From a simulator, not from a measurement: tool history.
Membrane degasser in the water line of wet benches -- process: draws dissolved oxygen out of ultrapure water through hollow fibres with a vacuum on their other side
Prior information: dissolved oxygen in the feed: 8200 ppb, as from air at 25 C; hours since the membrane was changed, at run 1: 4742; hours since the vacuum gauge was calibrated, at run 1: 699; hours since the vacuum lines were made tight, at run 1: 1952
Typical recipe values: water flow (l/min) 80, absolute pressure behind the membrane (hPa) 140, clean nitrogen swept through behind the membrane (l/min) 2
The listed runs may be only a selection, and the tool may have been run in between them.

run,day,water flow (l/min),absolute pressure behind the membrane (hPa),clean nitrogen swept through behind the membrane (l/min),hours since the membrane was changed,hours since the vacuum gauge was calibrated,hours since the vacuum lines were made tight,dissolved oxygen in the water behind the degasser (ppb),pressure that the water loses in the fibres (hPa)
1,0,80,140,2,4742,699,1952,800.2,594.4
2,3.25,80,140,2,4820,777,2030,803.6,596.5
3,7.458,80,140,2,4921,878,2131,801.1,595.3
4,11.825,80,140,2,5025,982,2236,797.5,597.6
5,14.671,80,140,2,5094,1051,2304,804,597.9
6,18.742,80,140,2,5192,1148,2402,801.9,593.5
7,22.792,80,140,2,5289,1246,2499,805.3,591.8
8,26.588,80,140,2,5380,1337,2590,799.9,595.8
9,28.983,80,140,1.74,5437,1394,2647,885.5,594.5
10,33.146,80,140,2,5537,1494,2747,801.1,591.6
11,38.017,82,140,0.83,5654,1611,2864,1459.6,605.4
12,42.125,53,194,3.39,5753,1710,2963,545.5,394.9
13,46.375,53,194,3.39,5855,1812,3065,544.7,394.2
14,49.229,67,308,2.67,5923,1880,3133,1294.3,492.6
15,51.467,119,87,2.43,5977,1934,3187,521.9,881.1
16,55.771,80,164,1.45,6080,2037,3290,1204.1,587.9
17,58.929,80,164,1.45,6156,2113,3366,1205,591.3
18,61.462,58,140,2,6217,2174,3427,621.7,424.3
19,65.108,58,140,2,6304,2261,3514,619.2,425.5
20,67.858,93,140,4.2,6370,2327,3580,506.7,685

Selected run-to-run steps in pressure that the water loses in the fibres (hPa), each split into two signed amounts: the part the tool would show with no hidden state at all (from settings, incoming material and random variation), and the remainder, which goes to the hidden state together with any gauge scatter not common to the measured and the hidden-state-free results:
Hidden state at play: membrane still open, %; true pressure behind the membrane over the reading, kPa; air that leaks in behind the membrane, l/min; drift of the gauge itself on oxygen_ppb, %; drift of the gauge itself on loss_of_pressure_kpa, %.
Run 14 -> 15: water flow (l/min) 67 -> 119, absolute pressure behind the membrane (hPa) 308 -> 87, clean nitrogen swept through behind the membrane (l/min) 2.67 -> 2.43. pressure that the water loses in the fibres (hPa) +388.5: hidden state -4.2, all else +392.7.
Run 15 -> 16: water flow (l/min) 119 -> 80, absolute pressure behind the membrane (hPa) 87 -> 164, clean nitrogen swept through behind the membrane (l/min) 2.43 -> 1.45. pressure that the water loses in the fibres (hPa) -293.2: hidden state +2.4, all else -295.6.
Run 19 -> 20: water flow (l/min) 58 -> 93, clean nitrogen swept through behind the membrane (l/min) 2 -> 4.2. pressure that the water loses in the fibres (hPa) +259.5: hidden state -4, all else +263.5.
